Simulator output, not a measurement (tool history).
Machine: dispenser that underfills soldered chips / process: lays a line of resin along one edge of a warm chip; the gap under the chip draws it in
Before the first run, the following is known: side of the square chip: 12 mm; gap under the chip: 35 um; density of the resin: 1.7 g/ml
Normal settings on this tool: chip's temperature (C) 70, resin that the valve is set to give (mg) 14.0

run,hour,chip's temperature (C),resin that the valve is set to give (mg),time until the resin shows at the far edge (s),resin that the valve gave (mg)
1,0.0,70,14.0,164.3,13.15
# hour 4.0: new syringe of resin
2,4.0,70,14.4,118.7,13.51
3,8.7,70,12.6,137.5,11.76
4,13.5,70,12.6,159.5,11.57
5,18.2,70,12.6,178.4,11.63
# hour 19.0: new syringe of resin
6,24.0,78,14.0,106.8,13.07
7,28.3,78,14.0,117.8,12.84
# hour 33.9: new syringe of resin
8,33.9,56,14.0,198.5,12.84
9,39.2,64,14.0,172.6,12.75
10,43.6,70,14.0,154.2,12.69
11,46.8,70,14.0,173.3,12.67
# hour 48.8: new syringe of resin
12,51.4,70,14.0,127.9,12.74
# hour 53.3: dispensing valve cleaned and set on the balance
13,56.4,70,14.0,140.3,14.11
14,59.2,70,14.0,150.8,14.02
# hour 64.5: new syringe of resin
15,64.5,70,16.6,117.6,16.56
16,67.9,70,16.6,128.1,16.58
17,71.6,70,14.0,142.3,14.03
18,76.2,63,13.2,210.7,13.04
# hour 79.5: new syringe of resin
19,81.4,62,18.0,163.8,17.98
20,84.4,62,18.0,175.5,17.70
21,88.8,62,18.0,201.6,17.74
22,93.8,62,18.0,230.5,17.81

Estimate the outcome of run 23 from the log above:
# hour 94.6: new syringe of resin
23,99.6,62,13.0,?,?

Run 23 yielded time until the resin shows at the far edge (s) 179.3, resin that the valve gave (mg) 12.70.
The same run, on a tool lacking any hidden state, would have yielded time until the resin shows at the far edge (s) 157.9, resin that the valve gave (mg) 12.96.
